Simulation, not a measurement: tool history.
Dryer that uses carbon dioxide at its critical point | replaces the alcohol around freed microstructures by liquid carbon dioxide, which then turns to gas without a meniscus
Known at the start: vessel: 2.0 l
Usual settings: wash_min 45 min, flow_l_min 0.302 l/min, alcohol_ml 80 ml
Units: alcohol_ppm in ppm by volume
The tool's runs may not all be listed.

run	hour	wash_min	flow_l_min	alcohol_ml	alcohol_ppm
1	0	45	0.302	80	192
2	7.4	37	0.302	80	449
3	19.3	45	0.302	80	201
4	30.8	45	0.302	104	241
5	38.5	45	0.302	104	241
6	47	45	0.302	31	109
7	56.9	41	0.302	31	164
8	72.9	45	0.302	80	217
# hour 84.9: inlet filter changed
9	87.7	45	0.302	80	167
10	100.9	30	0.434	107	224
11	112.5	54	0.276	54	116
12	124.3	49	0.302	60	113
13	137.4	45	0.302	20	102
14	153	68	0.263	54	81
15	165.4	37	0.263	54	506
16	177	62	0.302	80	97
17	183.6	45	0.271	37	180

Forecast each of these 3 alternatives for the next run:
A	197.4	45	0.192	40	?
B	197.4	30	0.271	88	?
C	197.4	38	0.236	22	?

run	alcohol_ppm
A	679
B	1544
C	333
Without the tool's hidden state the same runs would have given:
run	alcohol_ppm
A	544
B	1321
C	234
